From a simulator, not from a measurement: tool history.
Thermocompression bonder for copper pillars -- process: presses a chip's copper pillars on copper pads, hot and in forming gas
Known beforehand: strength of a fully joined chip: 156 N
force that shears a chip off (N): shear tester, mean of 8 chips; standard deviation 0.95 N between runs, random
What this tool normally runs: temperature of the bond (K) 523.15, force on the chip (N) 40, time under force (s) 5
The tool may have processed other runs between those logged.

run,hour,temperature of the bond (K),force on the chip (N),time under force (s),force that shears a chip off (N)
1,0.0,523.15,40,5,77.2
2,46.9,523.15,40,5,76.5
3,107.7,523.15,40,5,75.2
4,161.1,523.15,25,5,46.3
5,207.2,523.15,25,5,46.1
6,254.1,523.15,40,5,74.9
7,295.3,543.15,40,5,87.1
8,362.8,543.15,40,5,85.6
9,436.0,543.15,40,5,84.8
10,507.5,523.15,53,11,108.9
11,580.1,504.15,29,8,49.5
12,614.8,523.15,27,5,47.0
13,653.5,523.15,27,5,45.5
14,704.7,523.15,27,4,41.4
15,740.3,526.15,33,9,71.4
16,779.9,526.15,33,9,70.1

Each row is a separate what-if for the run after 16, all from the same tool condition, not one after another. Results?
# hour 805.0: forming gas filter changed
A,823.5,523.15,40,5,?
# hour 805.0: forming gas filter changed
B,823.5,540.15,38,6,?
# hour 805.0: forming gas filter changed
C,823.5,528.15,33,9,?
# hour 805.0: forming gas filter changed
D,823.5,526.15,32,11,?
# hour 805.0: forming gas filter changed
E,823.5,515.15,51,13,?

run,force that shears a chip off (N)
A,73.5
B,86.7
C,79.4
D,80.4
E,110.5
With no hidden state in the tool, these same runs would have given:
run,force that shears a chip off (N)
A,80.9
B,94.1
C,87.0
D,88.0
E,118.1
